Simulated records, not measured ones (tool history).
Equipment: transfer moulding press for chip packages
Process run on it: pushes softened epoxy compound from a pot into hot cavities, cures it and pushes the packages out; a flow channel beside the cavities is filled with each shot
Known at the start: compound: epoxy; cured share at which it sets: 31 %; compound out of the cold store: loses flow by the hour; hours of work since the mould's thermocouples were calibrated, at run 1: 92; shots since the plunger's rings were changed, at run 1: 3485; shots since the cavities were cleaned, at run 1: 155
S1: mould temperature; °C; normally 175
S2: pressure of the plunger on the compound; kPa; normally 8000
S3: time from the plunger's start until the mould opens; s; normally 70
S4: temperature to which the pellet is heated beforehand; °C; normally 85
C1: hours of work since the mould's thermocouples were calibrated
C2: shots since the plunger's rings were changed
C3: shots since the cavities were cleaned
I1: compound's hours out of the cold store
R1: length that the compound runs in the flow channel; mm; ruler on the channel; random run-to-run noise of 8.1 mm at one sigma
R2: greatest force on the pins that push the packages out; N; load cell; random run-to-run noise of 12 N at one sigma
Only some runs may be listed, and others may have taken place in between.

run	hour	S1	S2	S3	S4	C1	C2	C3	I1	R1	R2
1	0.0	175	8000	70	85	92	3485	155	31.5	859	758
# hour 27.8: plunger's sealing rings changed
# hour 40.6: cavities cleaned with cleaning compound and waxed
2	69.5	175	8000	70	85	140	631	454	18.0	976	1003
# hour 86.3: cavities cleaned with cleaning compound and waxed
3	117.8	175	7020	70	85	174	1367	495	31.7	844	946
# hour 136.0: cavities cleaned with cleaning compound and waxed
# hour 185.1: cavities cleaned with cleaning compound and waxed
4	193.9	175	8000	70	93	227	2515	138	17.1	937	721
# hour 232.7: cavities cleaned with cleaning compound and waxed
# hour 285.4: plunger's sealing rings changed
# hour 286.9: cavities cleaned with cleaning compound and waxed
5	291.5	175	8000	70	93	295	73	73	10.8	1019	660
# hour 337.5: cavities cleaned with cleaning compound and waxed
6	370.2	175	8000	70	93	351	1286	514	45.6	804	901
# hour 385.3: cavities cleaned with cleaning compound and waxed
# hour 430.8: cavities cleaned with cleaning compound and waxed
7	464.5	175	8000	70	84	418	2721	530	33.2	853	921
# hour 481.7: cavities cleaned with cleaning compound and waxed
# hour 526.0: cavities cleaned with cleaning compound and waxed
# hour 541.8: plunger's sealing rings changed
8	561.2	175	8000	70	84	484	305	515	37.8	872	910
# hour 576.8: cavities cleaned with cleaning compound and waxed
# hour 626.7: cavities cleaned with cleaning compound and waxed
9	664.3	175	8000	70	84	557	1877	590	27.6	906	957
# hour 674.0: cavities cleaned with cleaning compound and waxed
# hour 723.7: cavities cleaned with cleaning compound and waxed
# hour 770.3: cavities cleaned with cleaning compound and waxed
10	771.2	175	8000	70	84	632	3486	14	29.4	866	510
# hour 798.4: plunger's sealing rings changed
# hour 817.0: cavities cleaned with cleaning compound and waxed
11	834.9	175	8000	70	84	675	549	281	38.2	863	791
# hour 865.7: cavities cleaned with cleaning compound and waxed
12	888.9	175	8000	70	85	714	1374	364	42.4	840	845
# hour 913.9: cavities cleaned with cleaning compound and waxed
# hour 938.6: mould's thermocouples calibrated
13	938.6	175	8000	73	83	0	2100	356	32.9	866	788
# hour 960.7: cavities cleaned with cleaning compound and waxed
# hour 1006.3: cavities cleaned with cleaning compound and waxed
14	1043.3	173	7830	70	85	74	3698	581	17.1	932	1126
# hour 1051.1: plunger's sealing rings changed
# hour 1059.1: cavities cleaned with cleaning compound and waxed
# hour 1107.9: cavities cleaned with cleaning compound and waxed
# hour 1152.6: cavities cleaned with cleaning compound and waxed
15	1152.6	175	7630	70	77	149	1524	0	10.5	977	591
# hour 1203.7: cavities cleaned with cleaning compound and waxed
16	1210.3	175	8000	72	78	190	2406	103	36.2	865	606
# hour 1249.2: cavities cleaned with cleaning compound and waxed
# hour 1300.5: cavities cleaned with cleaning compound and waxed
# hour 1308.4: plunger's sealing rings changed
17	1315.7	178	8210	72	78	263	115	200	39.1	873	616
# hour 1352.8: cavities cleaned with cleaning compound and waxed
18	1364.1	167	9030	55	85	297	852	178	27.6	1003	1984
# hour 1399.4: cavities cleaned with cleaning compound and waxed
19	1415.4	175	9360	71	93	333	1634	251	45.2	876	733
# hour 1446.4: cavities cleaned with cleaning compound and waxed
20	1484.9	175	9360	71	93	383	2703	605	29.0	936	867
# hour 1491.3: cavities cleaned with cleaning compound and waxed
# hour 1539.6: cavities cleaned with cleaning compound and waxed
# hour 1565.1: plunger's sealing rings changed
21	1580.1	175	9360	71	93	448	236	598	27.3	996	909
# hour 1588.7: cavities cleaned with cleaning compound and waxed
22	1626.3	175	6220	71	93	481	938	592	39.4	759	888
# hour 1637.5: cavities cleaned with cleaning compound and waxed
23	1679.6	178	7220	108	76	519	1752	663	34.1	811	675

Each row is a separate what-if for the run after 23, all from the same tool condition, not one after another. Results?
# hour 1685.6: cavities cleaned with cleaning compound and waxed
# hour 1734.1: cavities cleaned with cleaning compound and waxed
A	1758.2	176	8000	109	85	574	2940	379	20.5	?	?
# hour 1685.6: cavities cleaned with cleaning compound and waxed
# hour 1734.1: cavities cleaned with cleaning compound and waxed
B	1758.2	167	8400	108	76	574	2940	379	38.8	?	?
# hour 1685.6: cavities cleaned with cleaning compound and waxed
# hour 1734.1: cavities cleaned with cleaning compound and waxed
C	1758.2	181	8000	70	90	574	2940	379	16.7	?	?
# hour 1685.6: cavities cleaned with cleaning compound and waxed
# hour 1734.1: cavities cleaned with cleaning compound and waxed
D	1758.2	173	7220	108	82	574	2940	379	22.2	?	?
# hour 1685.6: cavities cleaned with cleaning compound and waxed
# hour 1734.1: cavities cleaned with cleaning compound and waxed
E	1758.2	176	8000	70	85	574	2940	379	11.8	?	?

run	R1	R2
A	924	591
B	881	633
C	931	667
D	869	587
E	964	822
With no hidden state in the tool, these same runs would have given:
run	R1	R2
A	963	347
B	918	374
C	971	396
D	906	342
E	1005	499
